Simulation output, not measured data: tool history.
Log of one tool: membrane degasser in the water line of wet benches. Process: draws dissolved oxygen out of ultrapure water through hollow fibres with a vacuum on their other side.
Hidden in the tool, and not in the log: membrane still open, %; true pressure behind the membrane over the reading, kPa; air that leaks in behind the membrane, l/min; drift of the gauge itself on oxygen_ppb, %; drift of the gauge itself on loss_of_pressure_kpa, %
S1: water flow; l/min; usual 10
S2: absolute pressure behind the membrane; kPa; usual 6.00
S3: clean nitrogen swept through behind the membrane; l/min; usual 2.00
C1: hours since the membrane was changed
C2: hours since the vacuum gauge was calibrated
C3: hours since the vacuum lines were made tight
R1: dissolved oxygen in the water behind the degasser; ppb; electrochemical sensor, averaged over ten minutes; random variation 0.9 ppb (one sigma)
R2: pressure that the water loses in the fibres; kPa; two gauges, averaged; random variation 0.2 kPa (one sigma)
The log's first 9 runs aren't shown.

Run 10, hour 400.5: usual settings; C1 1114; C2 3978; C3 3750. Result: R1 93.0 ppb, R2 44.12 kPa.
Run 11, hour 456.5: usual settings; C1 1170; C2 4034; C3 3806. Result: R1 89.9 ppb, R2 43.75 kPa.
Run 12, hour 505.0: usual settings; C1 1218; C2 4083; C3 3855. Result: R1 92.6 ppb, R2 43.77 kPa.
Run 13, hour 547.2: usual settings but S3 5.37 l/min; C1 1261; C2 4125; C3 3897. Result: R1 67.8 ppb, R2 44.06 kPa.
At hour 583.8: seals of the vacuum lines changed.
Run 14, hour 600.6: usual settings but S3 5.37 l/min; C1 1312; C2 4176; C3 17. Result: R1 67.6 ppb, R2 43.95 kPa.
Run 15, hour 633.4: usual settings but S3 5.37 l/min; C1 1345; C2 4209; C3 50. Result: R1 68.3 ppb, R2 44.16 kPa.
Run 16, hour 677.8: usual settings but S3 2.42 l/min; C1 1389; C2 4253; C3 94. Result: R1 85.3 ppb, R2 44.00 kPa.
Run 17, hour 709.6: usual settings but S1 7 l/min, S2 4.96 kPa, S3 2.57 l/min; C1 1421; C2 4285; C3 126. Result: R1 30.5 ppb, R2 30.72 kPa.
Run 18, hour 764.9: usual settings but S3 4.80 l/min; C1 1476; C2 4341; C3 181. Result: R1 70.1 ppb, R2 44.11 kPa.
Run 19, hour 821.5: usual settings but S3 4.80 l/min; C1 1533; C2 4397; C3 238. Result: R1 70.6 ppb, R2 44.20 kPa.
Run 20, hour 860.2: usual settings but S3 4.80 l/min; C1 1572; C2 4436; C3 276. Result: R1 71.3 ppb, R2 44.04 kPa.
At hour 865.7: vacuum gauge calibrated.
Run 21, hour 888.1: usual settings but S3 4.80 l/min; C1 1599; C2 22; C3 304. Result: R1 71.3 ppb, R2 43.95 kPa.
Run 22, hour 920.5: usual settings but S2 6.65 kPa, S3 4.56 l/min; C1 1631; C2 55; C3 336. Result: R1 75.5 ppb, R2 44.20 kPa.
Run 23, hour 952.6: usual settings but S1 7 l/min, S2 5.66 kPa, S3 5.04 l/min; C1 1664; C2 87; C3 368. Result: R1 26.2 ppb, R2 30.58 kPa.
Run 24, hour 983.6: usual settings but S1 7 l/min, S2 5.66 kPa, S3 5.04 l/min; C1 1694; C2 118; C3 399. Result: R1 26.3 ppb, R2 30.63 kPa.
Run 25, hour 1040.3: usual settings but S3 5.38 l/min; C1 1751; C2 175; C3 456. Result: R1 69.5 ppb, R2 44.13 kPa.
Run 26, hour 1094.3: usual settings but S1 13 l/min, S2 10.75 kPa, S3 2.37 l/min; C1 1805; C2 229; C3 510. Result: R1 219.9 ppb, R2 57.30 kPa.
Run 27, hour 1138.7: usual settings but S1 13 l/min, S2 10.75 kPa, S3 2.37 l/min; C1 1850; C2 273; C3 554. Result: R1 216.7 ppb, R2 57.36 kPa.
Run 28, hour 1167.3: usual settings but S1 8 l/min, S3 3.26 l/min; C1 1878; C2 302; C3 583. Result: R1 46.0 ppb, R2 35.29 kPa.
Run 29, hour 1215.1: usual settings but S1 8 l/min, S3 3.26 l/min; C1 1926; C2 349; C3 631. Result: R1 47.4 ppb, R2 35.37 kPa.
At hour 1223.4: vacuum gauge calibrated, once more.
Run 30, hour 1277.7: usual settings but S1 13 l/min, S3 2.39 l/min; C1 1988; C2 54; C3 693. Result: R1 151.8 ppb, R2 57.41 kPa.
Run 31, hour 1327.5: usual settings but S1 8 l/min, S2 4.41 kPa, S3 1.11 l/min; C1 2038; C2 104; C3 743. Result: R1 48.6 ppb, R2 35.24 kPa.
Run 32, hour 1374.4: usual settings but S1 15 l/min, S2 4.41 kPa, S3 5.22 l/min; C1 2085; C2 151; C3 790. Result: R1 170.5 ppb, R2 66.52 kPa.

Forecast each of these 4 alternatives for the next run:
Run A, hour 1403.8: usual settings but S1 15 l/min, S2 4.41 kPa, S3 1.37 l/min; C1 2114; C2 180; C3 819. Result: R1 ?, R2 ?.
Run B, hour 1403.8: usual settings but S1 15 l/min, S2 3.61 kPa, S3 4.53 l/min; C1 2114; C2 180; C3 819. Result: R1 ?, R2 ?.
Run C, hour 1403.8: usual settings but S1 14 l/min, S2 7.23 kPa, S3 3.66 l/min; C1 2114; C2 180; C3 819. Result: R1 ?, R2 ?.
Run D, hour 1403.8: usual settings but S3 3.36 l/min; C1 2114; C2 180; C3 819. Result: R1 ?, R2 ?.

run     R1     R2
  A  192.4  66.49
  B  164.9  66.88
  C  174.3  62.06
  D   76.8  44.11
Without the tool's hidden state the same runs would have given:
run     R1     R2
  A  180.3  65.36
  B  153.8  65.74
  C  164.3  61.00
  D   71.5  43.36
